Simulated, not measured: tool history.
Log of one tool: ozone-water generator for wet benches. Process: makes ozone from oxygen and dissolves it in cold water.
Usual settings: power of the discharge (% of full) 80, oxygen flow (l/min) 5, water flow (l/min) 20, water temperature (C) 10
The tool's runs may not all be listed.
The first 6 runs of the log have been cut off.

run,day,power of the discharge (% of full),oxygen flow (l/min),water flow (l/min),water temperature (C),hours of work since the electrodes were changed,hours of work since the contactor was cleaned,hours of work since the thermometer was calibrated,dissolved ozone (ppm),ozone in the gas ahead of the water (g/m3)
7,17.158,80,5,20,10,2428,2941,1315,30.5,244.4
8,20.017,80,5,20,10,2493,3006,1380,30.4,244.5
9,22.688,80,5,20,10,2553,3066,1440,30.7,244.2
10,24.967,80,5,20,10,2604,3118,1491,30.5,242.2
11,27.875,80,5,20,10,2670,3183,1557,30.5,243.3
12,29.296,80,5,20,10,2702,3215,1589,30.4,245.4
13,31.55,80,5,14,10,2753,3266,1640,39.9,243.6
14,34.546,80,5,20,6,2821,3334,1708,31.5,243.2
15,37.204,80,5,20,6,2881,3394,1768,31.7,241.6
16,40.35,80,5,20,6,2952,3465,1839,31.8,243.1
17,42.946,80,5.57,26,16,3010,3524,1897,22.5,226.3
18,45.312,82,4,20,5,3064,3577,1951,31.7,279.5
# day 45.633: water thermometer calibrated
19,46.854,47,4.11,18,5,3098,3611,28,22.1,174.9
20,50.221,71,4.11,18,5,3174,3687,104,30.7,244
21,53.383,55,3.76,20,6,3246,3759,175,22.4,209.7
22,55.525,55,3.76,20,6,3294,3807,223,22.3,209.1
# day 56.329: water thermometer calibrated, once more
23,58.292,55,3.76,20,6,3356,3869,44,22.1,207.3
# day 60.354: contactor cleaned
24,61.279,76,5.46,26,8,3420,21,108,24.7,218.8
25,63.833,76,5.46,21,8,3477,79,166,29.7,219.1
26,65.662,80,4.44,20,17,3519,120,207,28.8,259.7
27,68.858,80,4.44,30,8,3591,192,279,22,256.6
28,70.575,80,4.44,30,8,3630,231,318,21.7,256.2
29,73.204,53,5,20,7,3689,290,377,23,170.4
30,74.929,53,5,20,7,3728,329,416,22.8,170.7
31,77.092,53,5,20,7,3777,378,465,22.9,172.5

What will run 32 give?
32,79.7,60,5,29,10,3836,437,524,?,?

Run 32 measured dissolved ozone (ppm) 17.6, ozone in the gas ahead of the water (g/m3) 188.7.
With no hidden state in the tool, this same run would have given dissolved ozone (ppm) 18.8, ozone in the gas ahead of the water (g/m3) 198.8.
